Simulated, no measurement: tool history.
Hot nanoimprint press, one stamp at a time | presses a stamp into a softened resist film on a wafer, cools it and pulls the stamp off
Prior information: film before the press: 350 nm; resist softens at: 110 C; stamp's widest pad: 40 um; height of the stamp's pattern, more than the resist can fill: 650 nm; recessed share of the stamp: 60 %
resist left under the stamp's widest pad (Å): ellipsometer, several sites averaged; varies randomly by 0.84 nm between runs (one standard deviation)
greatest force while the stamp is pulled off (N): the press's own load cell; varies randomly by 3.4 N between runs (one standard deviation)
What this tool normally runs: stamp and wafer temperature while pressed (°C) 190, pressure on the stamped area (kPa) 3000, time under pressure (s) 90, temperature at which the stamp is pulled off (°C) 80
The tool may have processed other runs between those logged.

run,hour,stamp and wafer temperature while pressed (°C),pressure on the stamped area (kPa),time under pressure (s),temperature at which the stamp is pulled off (°C),resist left under the stamp's widest pad (Å),greatest force while the stamp is pulled off (N)
1,0.0,190,3000,90,80,2179,209
2,9.3,190,3000,62,80,2414,212
3,16.5,190,3000,62,80,2408,212
4,23.6,190,3000,62,80,2410,207
5,32.7,190,3000,62,80,2422,212
6,41.3,196,3000,90,80,1876,220
7,50.7,190,3000,90,80,2170,223
8,60.9,190,3000,90,80,2185,218
9,73.6,190,3000,90,80,2189,224
10,80.5,190,3000,90,80,2211,225
11,90.9,191,3000,90,80,2145,224
12,102.2,199,3000,90,80,1766,242
13,113.3,190,3640,90,80,2067,237
14,120.3,190,3640,90,80,2064,244

What will run 15 give?
15,127.6,190,3640,90,80,?,?

{"run 15": {"resist left under the stamp's widest pad (Å)": 2074, "greatest force while the stamp is pulled off (N)": 244}}
With the hidden condition absent and the run-to-run variation left alone, this run would have shown resist left under the stamp's widest pad (Å) 1955, greatest force while the stamp is pulled off (N) 165.
